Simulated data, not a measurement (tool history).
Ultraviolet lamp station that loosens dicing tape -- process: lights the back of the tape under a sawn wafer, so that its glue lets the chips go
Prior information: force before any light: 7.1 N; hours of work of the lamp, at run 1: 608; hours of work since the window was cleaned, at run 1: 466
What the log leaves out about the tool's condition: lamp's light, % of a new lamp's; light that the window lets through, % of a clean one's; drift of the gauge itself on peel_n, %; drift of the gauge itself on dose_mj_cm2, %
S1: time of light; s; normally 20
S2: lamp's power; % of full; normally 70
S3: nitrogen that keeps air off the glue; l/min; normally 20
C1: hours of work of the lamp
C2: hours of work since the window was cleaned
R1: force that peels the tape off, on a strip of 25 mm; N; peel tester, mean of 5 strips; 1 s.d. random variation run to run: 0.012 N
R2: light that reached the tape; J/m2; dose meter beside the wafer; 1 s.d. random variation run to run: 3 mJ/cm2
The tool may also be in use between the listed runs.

run 1 hour=0 | S1=20 S2=70 S3=20 | C1=608 C2=466 | R1=0.865 R2=3530
run 2 hour=33.9 | S1=20 S2=70 S3=20 | C1=631 C2=488 | R1=0.848 R2=3530
run 3 hour=86.2 | S1=20 S2=70 S3=20 | C1=666 C2=523 | R1=0.908 R2=3430
run 4 hour=128.7 | S1=20 S2=70 S3=20 | C1=694 C2=551 | R1=0.895 R2=3410
run 5 hour=191.9 | S1=20 S2=70 S3=20 | C1=736 C2=594 | R1=0.946 R2=3430
run 6 hour=237.9 | S1=20 S2=70 S3=20 | C1=767 C2=624 | R1=0.978 R2=3360
-- hour=290.1 window cleaned of glue's vapour
run 7 hour=292.9 | S1=20 S2=70 S3=20 | C1=803 C2=2 | R1=0.754 R2=3780
run 8 hour=362.3 | S1=20 S2=70 S3=20 | C1=849 C2=48 | R1=0.803 R2=3680
run 9 hour=397.6 | S1=20 S2=70 S3=20 | C1=872 C2=72 | R1=0.829 R2=3570
run 10 hour=466.2 | S1=20 S2=70 S3=20 | C1=918 C2=117 | R1=0.832 R2=3550
run 11 hour=523.1 | S1=20 S2=97 S3=20 | C1=956 C2=155 | R1=0.472 R2=4830
run 12 hour=596.4 | S1=20 S2=97 S3=20 | C1=1005 C2=204 | R1=0.476 R2=4760
run 13 hour=636 | S1=20 S2=97 S3=20 | C1=1031 C2=230 | R1=0.503 R2=4700
run 14 hour=696.9 | S1=33 S2=70 S3=20 | C1=1072 C2=271 | R1=0.359 R2=5430
run 15 hour=752.7 | S1=20 S2=70 S3=20 | C1=1109 C2=308 | R1=1.025 R2=3310
run 16 hour=802.3 | S1=20 S2=70 S3=20 | C1=1142 C2=341 | R1=1.024 R2=3170
run 17 hour=850.3 | S1=20 S2=70 S3=20 | C1=1174 C2=373 | R1=1.073 R2=3150
-- hour=860.5 lamp changed
run 18 hour=893.1 | S1=20 S2=70 S3=20 | C1=22 C2=401 | R1=0.649 R2=4110
run 19 hour=929.4 | S1=20 S2=70 S3=20 | C1=46 C2=425 | R1=0.639 R2=4100
run 20 hour=968.5 | S1=20 S2=70 S3=20 | C1=72 C2=451 | R1=0.673 R2=4050
run 21 hour=1025.2 | S1=20 S2=70 S3=20 | C1=110 C2=488 | R1=0.667 R2=4000
run 22 hour=1066.2 | S1=20 S2=70 S3=20 | C1=137 C2=516 | R1=0.694 R2=3910
run 23 hour=1112 | S1=20 S2=70 S3=20 | C1=167 C2=546 | R1=0.736 R2=3860
run 24 hour=1179.3 | S1=12 S2=60 S3=38 | C1=212 C2=591 | R1=1.641 R2=1900
run 25 hour=1248.1 | S1=12 S2=60 S3=38 | C1=258 C2=637 | R1=1.685 R2=1900
-- hour=1286.3 window cleaned of glue's vapour
run 26 hour=1298.7 | S1=20 S2=70 S3=7 | C1=291 C2=8 | R1=1.289 R2=4170
run 27 hour=1344.3 | S1=18 S2=76 S3=8 | C1=322 C2=39 | R1=1.267 R2=4030
run 28 hour=1380.8 | S1=20 S2=70 S3=40 | C1=346 C2=63 | R1=0.431 R2=4070
run 29 hour=1428.4 | S1=20 S2=70 S3=40 | C1=378 C2=95 | R1=0.447 R2=4020
run 30 hour=1485.1 | S1=19 S2=70 S3=20 | C1=415 C2=132 | R1=0.785 R2=3790
run 31 hour=1550.3 | S1=21 S2=94 S3=24 | C1=459 C2=176 | R1=0.325 R2=5500
run 32 hour=1607.4 | S1=20 S2=86 S3=11 | C1=497 C2=214 | R1=0.765 R2=4740
run 33 hour=1675.9 | S1=33 S2=68 S3=24 | C1=542 C2=259 | R1=0.27 R2=5990
run 34 hour=1712.8 | S1=27 S2=70 S3=37 | C1=567 C2=284 | R1=0.291 R2=5000
run 35 hour=1785.5 | S1=27 S2=70 S3=37 | C1=615 C2=332 | R1=0.299 R2=4950
run 36 hour=1825.1 | S1=27 S2=70 S3=37 | C1=642 C2=359 | R1=0.315 R2=4870
run 37 hour=1895.4 | S1=27 S2=70 S3=37 | C1=688 C2=405 | R1=0.316 R2=4710
run 38 hour=1957 | S1=27 S2=70 S3=37 | C1=729 C2=446 | R1=0.347 R2=4710
run 39 hour=2017.4 | S1=20 S2=90 S3=13 | C1=770 C2=487 | R1=0.792 R2=4390
run 40 hour=2052.8 | S1=26 S2=70 S3=20 | C1=793 C2=510 | R1=0.572 R2=4360
run 41 hour=2083.3 | S1=29 S2=76 S3=20 | C1=813 C2=530 | R1=0.389 R2=5210
run 42 hour=2131 | S1=29 S2=76 S3=20 | C1=845 C2=562 | R1=0.413 R2=5140

Hidden state at the last listed run before each entry between runs and at the first one after, where it differs:
Between runs 6 and 7: window cleaned of glue's vapour (hour 290.1)
  lamp's light, % of a new lamp's: 83.2 -> 82.4; light that the window lets through, % of a clean one's: 88.3 -> 99.9
  measured value less the no-hidden-state value, R1: +0.44 -> +0.243 N; R2: -1200 -> -800 J/m2
Between runs 17 and 18: lamp changed (hour 860.5)
  lamp's light, % of a new lamp's: 74.5 -> 97.9; light that the window lets through, % of a clean one's: 93 -> 92.5
  measured value less the no-hidden-state value, R1: +0.54 -> +0.117 N; R2: -1390 -> -440 J/m2
Between runs 25 and 26: window cleaned of glue's vapour (hour 1286.3)
  lamp's light, % of a new lamp's: 92.9 -> 92.2; light that the window lets through, % of a clean one's: 88.2 -> 99.6
  measured value less the no-hidden-state value, R1: +0.434 -> +0.166 N; R2: -420 -> -370 J/m2

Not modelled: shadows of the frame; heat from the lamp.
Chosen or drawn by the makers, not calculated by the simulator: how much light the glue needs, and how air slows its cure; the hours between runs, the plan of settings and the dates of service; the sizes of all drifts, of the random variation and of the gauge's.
